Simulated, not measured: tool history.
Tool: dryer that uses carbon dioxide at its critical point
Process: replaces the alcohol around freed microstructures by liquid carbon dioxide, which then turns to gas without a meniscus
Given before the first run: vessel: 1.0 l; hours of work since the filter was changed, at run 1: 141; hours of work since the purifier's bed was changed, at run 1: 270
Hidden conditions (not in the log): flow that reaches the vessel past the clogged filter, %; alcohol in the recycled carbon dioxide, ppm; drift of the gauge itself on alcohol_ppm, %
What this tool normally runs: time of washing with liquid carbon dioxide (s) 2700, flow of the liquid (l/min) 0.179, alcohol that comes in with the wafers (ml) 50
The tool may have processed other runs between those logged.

run   hour  time of washing with liquid carbon dioxide (s)  flow of the liquid (l/min)  alcohol that comes in with the wafers (ml)  hours of work since the filter was changed  hours of work since the purifier's bed was changed  alcohol left in the vessel before it's heated (ppm by volume)
  1    0.0                                            2700                       0.179                                          50                                         141                                                 270                                                            298
  2   13.8                                            2580                       0.179                                          50                                         148                                                 277                                                            377
  3   23.6                                            2580                       0.179                                          50                                         153                                                 282                                                            378
  4   39.2                                            2700                       0.179                                          50                                         161                                                 290                                                            332
  5   52.9                                            2700                       0.179                                          50                                         168                                                 297                                                            342
  6   62.0                                            2700                       0.179                                          50                                         172                                                 302                                                            339
  7   76.2                                            2700                       0.179                                          50                                         179                                                 309                                                            346
  8   90.0                                            2700                       0.179                                          50                                         186                                                 316                                                            349
  9   99.1                                            3300                       0.179                                          50                                         191                                                 320                                                            137
 10  107.2                                            2700                       0.194                                          50                                         195                                                 324                                                            242
 11  124.5                                            2700                       0.194                                          50                                         204                                                 333                                                            259
 12  137.1                                            2700                       0.179                                          50                                         210                                                 340                                                            389
 13  144.9                                            2700                       0.276                                         112                                         214                                                 343                                                             78
     147.2  -- inlet filter changed
 14  158.7                                            2700                       0.193                                          57                                           6                                                 350                                                            150
 15  168.0                                            1740                       0.193                                          84                                          11                                                 355                                                           1657
 16  175.2                                            1740                       0.193                                          84                                          14                                                 358                                                           1680
 17  183.1                                            3480                       0.161                                          30                                          18                                                 362                                                             76
 18  195.9                                            2940                       0.125                                          64                                          25                                                 369                                                           1025
 19  212.4                                            3960                       0.244                                          25                                          33                                                 377                                                             48
 20  222.7                                            3960                       0.244                                          25                                          38                                                 382                                                             38
 21  230.0                                            3960                       0.244                                          25                                          42                                                 386                                                             33
 22  239.2                                            4200                       0.147                                          50                                          46                                                 391                                                             84
 23  250.1                                            3780                       0.209                                          47                                          52                                                 396                                                             40

Forecast each of these 4 alternatives for the next run:
  A  267.0                                            3600                       0.176                                          61                                          61                                                 405                                                              ?
  B  267.0                                            2580                       0.231                                          52                                          61                                                 405                                                              ?
  C  267.0                                            3060                       0.179                                          50                                          61                                                 405                                                              ?
  D  267.0                                            1980                       0.215                                          50                                          61                                                 405                                                              ?

run  alcohol left in the vessel before it's heated (ppm by volume)
  A                                                             90
  B                                                             83
  C                                                            133
  D                                                            411
The same runs, with their run-to-run variation unchanged, on a tool lacking any hidden condition would have given:
run  alcohol left in the vessel before it's heated (ppm by volume)
  A                                                             43
  B                                                             34
  C                                                             75
  D                                                            305
